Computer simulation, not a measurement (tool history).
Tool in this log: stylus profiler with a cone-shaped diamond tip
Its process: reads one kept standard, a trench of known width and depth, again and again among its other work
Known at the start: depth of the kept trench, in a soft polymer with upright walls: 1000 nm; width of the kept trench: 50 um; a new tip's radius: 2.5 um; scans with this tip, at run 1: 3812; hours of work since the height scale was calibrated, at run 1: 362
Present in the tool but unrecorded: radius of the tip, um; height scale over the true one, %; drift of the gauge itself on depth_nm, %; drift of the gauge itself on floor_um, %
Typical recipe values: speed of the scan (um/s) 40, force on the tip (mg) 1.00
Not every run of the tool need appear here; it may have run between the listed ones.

run	hour	speed of the scan (um/s)	force on the tip (mg)	scans with this tip	hours of work since the height scale was calibrated	depth of the trench (angstrom)	width of the trench's floor (um)
1	0.0	40	1.00	3812	362	10062.3	45.29
2	7.3	40	1.24	3858	367	10072.4	45.34
3	22.3	40	1.24	3952	376	10079.4	45.26
4	34.3	40	1.24	4028	383	10072.0	45.30
5	41.3	155	1.00	4073	387	10062.8	44.12
6	55.9	155	1.00	4165	396	10062.3	44.08
7	66.7	40	1.93	4233	402	10100.4	45.36
8	79.6	40	2.54	4315	410	10112.9	45.37
9	93.9	40	2.54	4406	419	10117.6	45.37
10	105.7	40	2.54	4480	426	10118.2	45.32
11	115.1	40	1.00	4539	431	10061.5	45.17
12	122.7	40	1.00	4588	436	10060.8	45.19
13	133.6	40	1.00	4656	443	10061.2	45.15
14	143.9	90	1.26	4722	449	10071.5	44.82
15	152.2	22	2.11	4774	454	10103.7	45.41
16	164.4	34	1.00	4851	461	10059.0	45.22
17	177.3	58	0.83	4933	469	10055.2	44.91
18	185.9	20	0.83	4987	474	10052.8	45.22
19	198.5	20	0.83	5067	482	10051.2	45.29
20	209.0	20	0.83	5134	488	10053.9	45.33
21	220.6	14	0.61	5207	495	10045.5	45.39
22	228.1	40	0.74	5254	499	10043.7	45.08
23	238.4	40	2.75	5319	506	10122.1	45.27
24	248.1	151	1.00	5381	511	10058.8	44.05
25	261.7	102	2.24	5467	520	10103.6	44.85

Predict each of these 4 candidate next runs independently; none follows another, all start after run 25:
A	275.1	102	1.17	5552	528	?	?
B	275.1	131	0.72	5552	528	?	?
C	275.1	133	0.48	5552	528	?	?
D	275.1	12	1.66	5552	528	?	?

run	depth of the trench (angstrom)	width of the trench's floor (um)
A	10067.4	44.55
B	10047.5	44.01
C	10034.3	43.57
D	10090.2	45.40
With the hidden condition removed and each run's random variation left untouched, the same runs would have given:
run	depth of the trench (angstrom)	width of the trench's floor (um)
A	10071.5	45.06
B	10051.7	44.53
C	10038.4	44.08
D	10094.3	45.91
